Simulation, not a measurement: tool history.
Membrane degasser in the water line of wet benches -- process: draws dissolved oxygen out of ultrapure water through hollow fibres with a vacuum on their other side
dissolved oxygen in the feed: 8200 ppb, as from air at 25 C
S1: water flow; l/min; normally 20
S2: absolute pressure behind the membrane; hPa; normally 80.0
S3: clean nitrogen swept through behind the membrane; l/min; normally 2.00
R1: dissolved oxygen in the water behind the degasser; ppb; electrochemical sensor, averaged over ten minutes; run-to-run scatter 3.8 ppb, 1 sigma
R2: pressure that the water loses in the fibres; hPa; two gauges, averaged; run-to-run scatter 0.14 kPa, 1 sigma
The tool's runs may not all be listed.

run    hour  S1     S2    S3      R1     R2
  1     0.0  20   80.0  2.00   410.8  373.1
  2    65.1  20   80.0  2.00   409.7  374.7
  3   136.2  20  128.7  2.00   514.4  373.6
  4   183.5  20  128.7  2.00   515.1  372.5
  5   244.7  20   80.0  0.94   509.3  374.9
  6   323.4  20   80.0  2.00   410.5  375.3
  7   406.8  20   80.0  2.00   412.0  373.5
  8   459.7  20   80.0  2.00   411.1  376.9
  9   514.1  20   80.0  2.00   408.9  378.2
 10   561.4  20   80.0  5.84   345.6  373.9
      584.2  -- seals of the vacuum lines changed
 11   638.7  20   80.0  5.84   340.8  372.8
 12   699.0  22   80.0  2.00   494.7  411.4
 13   753.3  20   80.0  2.00   410.0  374.2
 14   818.4  20   80.0  2.00   409.1  373.3
 15   905.9  24   57.4  1.91   523.2  451.4
      912.8  -- vacuum gauge calibrated
 16   962.3  24   57.4  0.99   584.4  450.0
 17  1001.5  29  129.5  2.48   861.9  544.3
 18  1041.9  29  129.5  2.48   891.5  545.2
     1099.6  -- vacuum gauge calibrated, once more
 19  1099.6  14   70.5  2.00   183.2  261.9
 20  1170.6  15   80.0  5.80   175.9  283.4
 21  1217.5  15   89.3  2.20   234.6  282.8
 22  1283.7  15   61.5  1.58   209.5  282.3
 23  1356.9  15  110.0  4.92   203.5  282.7
 24  1444.9  15  110.0  4.92   202.8  278.9
 25  1525.5  29  157.5  0.94  1312.5  545.5
 26  1603.9  24  188.1  2.29   801.2  451.7
 27  1664.6  24  188.1  2.29   784.6  450.5
 28  1736.8  22   80.0  2.00   490.0  413.7

5 ways to go on from here, each from the tool as it stands after run 28. What would each give?
  A  1788.5  20   54.6  2.31   ?   ?
  B  1788.5  28   80.0  2.00   ?   ?
  C  1788.5  20   64.2  1.64   ?   ?
  D  1788.5  19   85.0  1.02   ?   ?
  E  1788.5  17  106.1  2.00   ?   ?

run     R1     R2
  A  343.2  377.0
  B  753.1  524.7
  C  395.1  375.1
  D  482.1  358.7
  E  346.4  319.1
Had the tool no hidden state, the same runs would have come out as:
run     R1     R2
  A  325.9  370.5
  B  725.4  515.8
  C  377.1  368.7
  D  465.0  352.6
  E  332.7  313.6
